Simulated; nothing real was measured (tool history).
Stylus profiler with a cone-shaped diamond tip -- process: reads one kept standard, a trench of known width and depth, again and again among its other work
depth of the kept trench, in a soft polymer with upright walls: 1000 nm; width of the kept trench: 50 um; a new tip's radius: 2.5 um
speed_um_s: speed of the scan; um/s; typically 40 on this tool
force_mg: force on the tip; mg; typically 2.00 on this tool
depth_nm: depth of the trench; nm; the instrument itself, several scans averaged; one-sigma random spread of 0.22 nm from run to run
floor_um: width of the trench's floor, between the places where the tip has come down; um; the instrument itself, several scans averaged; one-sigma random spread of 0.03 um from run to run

run,hour,speed_um_s,force_mg,depth_nm,floor_um
1,0.0,40,2.00,1004.71,45.77
2,21.9,127,2.00,1004.33,45.42
3,32.2,48,2.00,1004.62,45.73
4,44.1,48,2.00,1004.45,45.71
5,62.9,48,2.00,1004.45,45.72
6,78.3,40,2.00,1004.75,45.73
7,91.4,40,2.00,1004.49,45.72
8,107.1,40,2.00,1004.58,45.72
9,118.6,40,2.00,1004.04,45.65
10,127.8,40,0.67,1001.20,45.62
11,146.4,40,2.00,1004.35,45.73
12,163.8,40,2.00,1004.45,45.66
13,180.0,40,2.00,1004.40,45.68
14,193.0,40,2.00,1004.00,45.71
15,214.0,40,2.00,1003.63,45.66
16,230.0,40,2.00,1003.95,45.65
17,240.5,40,2.00,1004.34,45.67
18,250.4,40,0.91,1002.10,45.60
19,266.3,40,0.91,1001.71,45.60
20,281.5,40,2.00,1003.89,45.64
21,294.6,40,2.00,1003.96,45.63
22,305.3,40,2.00,1003.63,45.61
23,325.4,40,2.00,1004.04,45.62
24,342.4,40,2.00,1003.74,45.60
25,353.8,40,1.78,1003.06,45.57
26,373.5,40,1.78,1003.16,45.58
27,395.4,65,3.53,1006.36,45.57
# hour 397.8: height scale calibrated on a step standard
28,406.3,65,3.53,1005.86,45.53
29,418.9,34,0.73,1000.41,45.53
30,428.7,102,1.76,1002.88,45.42
# hour 432.4: height scale calibrated on a step standard, once more
31,446.0,102,1.76,1004.39,45.33
32,466.3,83,1.85,1004.77,45.39
33,480.4,152,2.86,1006.71,45.36
34,496.9,11,5.24,1009.26,45.64
35,513.4,24,0.75,1002.37,45.57
36,522.9,24,0.75,1002.39,45.51
37,540.3,24,0.75,1002.09,45.43
38,558.6,24,1.02,1002.69,45.55
39,575.1,11,1.11,1002.77,45.60
40,595.9,12,3.92,1007.49,45.64
41,605.0,12,3.92,1007.52,45.54
42,625.0,19,1.40,1003.89,45.50
43,637.4,19,5.45,1009.40,45.59
44,655.9,19,5.45,1009.69,45.50
45,669.5,19,5.45,1009.32,45.57
46,685.6,98,1.99,1004.57,45.32

Each run again, without the hidden state but with its own random variation kept:
What the log doesn't record here: radius of the tip, um; height scale over the true one, %; drift of the gauge itself on depth_nm, %; drift of the gauge itself on floor_um, %.
run,depth_nm,floor_um
1,1005.46,45.89
2,1005.13,45.55
3,1005.45,45.87
4,1005.30,45.86
5,1005.35,45.87
6,1005.69,45.88
7,1005.46,45.88
8,1005.59,45.89
9,1005.08,45.83
10,1002.25,45.80
11,1005.45,45.92
12,1005.60,45.86
13,1005.58,45.88
14,1005.21,45.92
15,1004.89,45.87
16,1005.25,45.87
17,1005.66,45.89
18,1003.45,45.84
19,1003.10,45.84
20,1005.32,45.88
21,1005.41,45.88
22,1005.11,45.86
23,1005.57,45.89
24,1005.32,45.87
25,1004.67,45.85
26,1004.82,45.86
27,1008.08,45.86
28,1007.81,45.83
29,1002.38,45.83
30,1004.88,45.73
31,1004.83,45.65
32,1005.26,45.71
33,1007.23,45.69
34,1009.82,45.98
35,1002.97,45.91
36,1003.01,45.85
37,1002.75,45.79
38,1003.40,45.91
39,1003.52,45.96
40,1008.29,46.02
41,1008.34,45.92
42,1004.76,45.88
43,1010.30,45.99
44,1010.64,45.90
45,1010.30,45.98
46,1005.59,45.74

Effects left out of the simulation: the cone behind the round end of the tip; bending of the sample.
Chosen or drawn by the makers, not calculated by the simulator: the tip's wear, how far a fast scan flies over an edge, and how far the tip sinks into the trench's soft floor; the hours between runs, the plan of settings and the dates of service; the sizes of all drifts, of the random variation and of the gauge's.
